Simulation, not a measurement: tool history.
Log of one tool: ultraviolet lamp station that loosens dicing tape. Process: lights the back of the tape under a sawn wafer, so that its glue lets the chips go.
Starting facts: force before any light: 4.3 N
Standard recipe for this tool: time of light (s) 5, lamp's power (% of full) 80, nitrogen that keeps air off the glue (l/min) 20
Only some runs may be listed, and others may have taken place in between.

run	hour	time of light (s)	lamp's power (% of full)	nitrogen that keeps air off the glue (l/min)	force that peels the tape off (N)	light that reached the tape (mJ/cm²)
1	0.0	5	80	20	0.250	193
2	44.7	5	80	20	0.258	191
3	94.2	5	63	20	0.462	145
4	118.3	5	66	20	0.426	152
5	148.9	5	66	20	0.429	145
# hour 171.8: window cleaned of glue's vapour
6	205.7	5	66	16	0.463	154
7	251.9	5	66	16	0.481	148
8	301.5	5	66	16	0.501	150
9	336.0	5	80	20	0.276	179
10	370.0	5	80	20	0.283	178
11	401.8	5	80	20	0.300	174
12	439.7	5	80	20	0.302	175
13	495.7	5	80	20	0.323	170
14	525.3	5	80	21	0.303	163
15	580.2	5	80	21	0.329	165
16	616.5	5	80	21	0.322	160
17	660.7	6	98	36	0.098	233
18	707.0	6	98	36	0.104	230
19	739.7	2	64	20	1.896	49
20	777.0	2	64	20	1.926	46
21	835.2	2	64	20	1.984	49
# hour 852.7: window cleaned of glue's vapour
22	881.6	2	91	39	1.083	68
23	906.2	2	83	39	1.246	63
24	957.9	2	83	39	1.262	62
25	991.6	4	72	20	0.824	102
26	1037.8	4	72	20	0.816	101
27	1066.6	5	69	25	0.526	123
28	1117.4	5	69	25	0.549	120
29	1166.0	5	80	17	0.586	139
30	1212.8	5	80	17	0.546	134
31	1265.4	10	75	36	0.093	253

What will run 32 give?
32	1297.0	3	94	9	?	?

force that peels the tape off (N): 1.413
light that reached the tape (mJ/cm²): 91
On a tool with no hidden condition, and with the same random variation, this run would have come out at force that peels the tape off (N) 0.732, light that reached the tape (mJ/cm²) 148.
